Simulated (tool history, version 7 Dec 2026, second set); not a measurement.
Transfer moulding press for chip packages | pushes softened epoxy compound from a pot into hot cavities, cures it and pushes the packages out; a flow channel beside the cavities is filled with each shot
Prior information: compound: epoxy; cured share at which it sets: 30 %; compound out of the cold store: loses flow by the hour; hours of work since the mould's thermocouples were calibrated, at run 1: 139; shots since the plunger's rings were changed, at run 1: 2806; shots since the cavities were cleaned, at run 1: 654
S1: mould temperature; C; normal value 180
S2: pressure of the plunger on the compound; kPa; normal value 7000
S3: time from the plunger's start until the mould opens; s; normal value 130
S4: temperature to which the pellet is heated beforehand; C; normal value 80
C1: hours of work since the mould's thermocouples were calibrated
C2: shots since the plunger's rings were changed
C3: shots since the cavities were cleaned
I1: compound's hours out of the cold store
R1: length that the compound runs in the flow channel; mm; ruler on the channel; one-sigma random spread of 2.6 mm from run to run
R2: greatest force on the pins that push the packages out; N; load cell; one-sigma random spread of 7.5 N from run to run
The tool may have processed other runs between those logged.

run   hour   S1    S2   S3  S4   C1    C2    C3    I1   R1   R2
  1      0  180  7000  130  80  139  2806   654  32.2  527  485
  2     11  180  7850  130  80  147  2929   777  17.5  614  521
  3   17.7  180  7850  130  80  153  3003   851  41.1  531  526
  4   28.3  181  7850  130  80  161  3120   968  35.9  548  544
  5   33.8  181  7850  130  78  165  3181  1029  46.7  513  534
  6   39.7  181  7850  130  78  170  3247  1095  47.1  512  560
  7   44.7  180  7000  130  80  174  3302  1150  47.5  480  558
      47.2  -- cavities cleaned with cleaning compound and waxed
  8   55.2  180  7590  130  80  181  3401    88  42.2  519  706
  9     64  180  7590  130  80  188  3500   187  29.1  568  715
 10   72.9  180  7590  130  80  195  3597   284    46  509  689
 11   77.7  180  7590  130  80  199  3651   338  35.7  539  703
 12   85.7  180  7000  130  80  205  3740   427  34.4  521  702
 13   91.1  180  7000  130  80  209  3800   487  33.7  523  687
      97.5  -- cavities cleaned with cleaning compound and waxed, once more
 14  100.7  180  7000  130  87  215  3889    36  44.4  487  333
 15  105.2  181  6160  156  80  219  3939    86  21.1  525  319
 16  112.9  183  8030  154  80  225  4025   172  21.7  595  366
 17  122.5  172  7000  127  80  232  4131   278  17.6  605  675
 18  129.2  172  7000  127  80  238  4205   352  36.2  535  661
 19  139.1  172  7000  127  80  245  4315   462  31.2  556  720
 20  145.9  172  7000  127  80  251  4390   537  21.3  591  737
 21  153.4  172  7000  127  80  257  4474   621  13.8  614  806
 22  159.9  172  7000  127  80  262  4546   693  33.2  545  756
 23  167.9  172  7000  127  80  268  4634   781   9.9  629  838
 24  177.2  172  7000  127  80  275  4737   884  32.6  547  813
     190.7  -- plunger's sealing rings changed
 25  190.7  180  5410  120  80  284     0  1006  45.7  443  586
 26  201.4  184  5840  120  80  292   119  1125  29.3  495  547
     205.5  -- cavities cleaned with cleaning compound and waxed
 27  209.9  180  6230  130  80  298   196    49  13.2  579  362
 28  218.4  180  7000  164  80  305   291   144    36  528  356

Predict each of these 4 candidate next runs independently; none follows another, all start after run 28:
  A  223.2  173  7000  125  74  308  344  197  27.3   ?   ?
  B  223.2  180  8360  115  77  308  344  197  10.9   ?   ?
  C  223.2  181  8780  114  80  308  344  197  25.9   ?   ?
  D  223.2  180  6000  130  80  308  344  197  25.9   ?   ?

run   R1   R2
  A  587  602
  B  679  469
  C  625  406
  D  524  380
The same runs, with their run-to-run variation unchanged, on a tool lacking any hidden condition would have given:
run   R1   R2
  A  593  500
  B  686  386
  C  631  330
  D  529  308

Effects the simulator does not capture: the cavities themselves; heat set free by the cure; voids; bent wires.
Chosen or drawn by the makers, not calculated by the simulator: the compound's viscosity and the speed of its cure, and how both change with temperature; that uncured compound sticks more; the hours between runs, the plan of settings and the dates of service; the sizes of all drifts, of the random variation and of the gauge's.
